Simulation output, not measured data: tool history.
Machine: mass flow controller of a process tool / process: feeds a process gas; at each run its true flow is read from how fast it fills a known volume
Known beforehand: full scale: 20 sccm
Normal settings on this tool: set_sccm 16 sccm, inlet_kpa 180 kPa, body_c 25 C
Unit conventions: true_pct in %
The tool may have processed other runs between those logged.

run 1 hour=0.0 | set_sccm=16 inlet_kpa=180 body_c=25 | true_pct=97.37
run 2 hour=102.9 | set_sccm=16 inlet_kpa=180 body_c=25 | true_pct=97.35
run 3 hour=254.1 | set_sccm=16 inlet_kpa=180 body_c=25 | true_pct=97.41
run 4 hour=363.9 | set_sccm=16 inlet_kpa=180 body_c=25 | true_pct=97.26
-- hour=376.7 controller's zero set anew
run 5 hour=481.6 | set_sccm=16 inlet_kpa=180 body_c=25 | true_pct=97.12
run 6 hour=590.2 | set_sccm=16 inlet_kpa=180 body_c=25 | true_pct=97.04
run 7 hour=733.4 | set_sccm=16 inlet_kpa=180 body_c=25 | true_pct=97.00
run 8 hour=881.8 | set_sccm=16 inlet_kpa=180 body_c=25 | true_pct=96.91
run 9 hour=1033.4 | set_sccm=16 inlet_kpa=180 body_c=25 | true_pct=96.92
run 10 hour=1164.9 | set_sccm=16 inlet_kpa=180 body_c=25 | true_pct=96.90
run 11 hour=1301.2 | set_sccm=16 inlet_kpa=180 body_c=25 | true_pct=96.77
run 12 hour=1452.3 | set_sccm=4 inlet_kpa=215 body_c=25 | true_pct=93.01
-- hour=1572.4 controller's zero set anew, once more
run 13 hour=1572.4 | set_sccm=4 inlet_kpa=215 body_c=25 | true_pct=96.13
run 14 hour=1706.3 | set_sccm=2 inlet_kpa=213 body_c=25 | true_pct=95.55

Forecast each of these 5 alternatives for the next run:
run A hour=1841.5 | set_sccm=16 inlet_kpa=228 body_c=25 | true_pct=?
run B hour=1841.5 | set_sccm=9 inlet_kpa=180 body_c=25 | true_pct=?
run C hour=1841.5 | set_sccm=2 inlet_kpa=185 body_c=34 | true_pct=?
run D hour=1841.5 | set_sccm=13 inlet_kpa=250 body_c=25 | true_pct=?
run E hour=1841.5 | set_sccm=2 inlet_kpa=212 body_c=25 | true_pct=?

run=A true_pct=97.72
run=B true_pct=96.54
run=C true_pct=94.47
run=D true_pct=97.60
run=E true_pct=95.53
Take away the tool's hidden state, keep each run's random variation, and the runs would have read:
run=A true_pct=99.56
run=B true_pct=98.41
run=C true_pct=96.60
run=D true_pct=99.45
run=E true_pct=97.66
